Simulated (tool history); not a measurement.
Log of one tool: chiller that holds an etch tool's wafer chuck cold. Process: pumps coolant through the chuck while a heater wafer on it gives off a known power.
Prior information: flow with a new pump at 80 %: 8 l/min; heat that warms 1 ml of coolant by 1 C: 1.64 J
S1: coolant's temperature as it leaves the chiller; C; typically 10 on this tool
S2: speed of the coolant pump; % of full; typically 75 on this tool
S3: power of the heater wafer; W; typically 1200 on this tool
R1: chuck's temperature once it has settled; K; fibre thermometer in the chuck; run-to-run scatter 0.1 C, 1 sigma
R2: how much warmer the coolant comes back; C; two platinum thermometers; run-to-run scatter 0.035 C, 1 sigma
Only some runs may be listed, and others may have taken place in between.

| run | hour | S1 | S2 | S3 | R1 | R2 |
|---|---|---|---|---|---|---|
| 1 | 0 | 10 | 75 | 1200 | 298.35 | 5.91 |
| 2 | 58.4 | 10 | 75 | 1200 | 298.25 | 5.9 |
| 3 | 125.9 | 10 | 94 | 1200 | 295.65 | 4.76 |
| 4 | 218.9 | 10 | 94 | 1200 | 295.85 | 4.7 |
| 5 | 273.6 | 10 | 94 | 1200 | 295.85 | 4.76 |
| 6 | 324.9 | 10 | 94 | 1200 | 295.75 | 4.7 |
| 7 | 388.5 | 10 | 94 | 1200 | 295.95 | 4.77 |
| 8 | 475.9 | 10 | 94 | 1200 | 296.15 | 4.8 |
| 9 | 574.3 | 10 | 94 | 1200 | 295.95 | 4.74 |

The next listed run, before its measurement:
| 10 | 676.5 | 10 | 88 | 1217 | ? | ? |

Run 10 yielded R1 297.05 K, R2 5.18 C.
Minus the tool's unlogged condition, the same run would have read R1 295.55 K, R2 5.09 C.
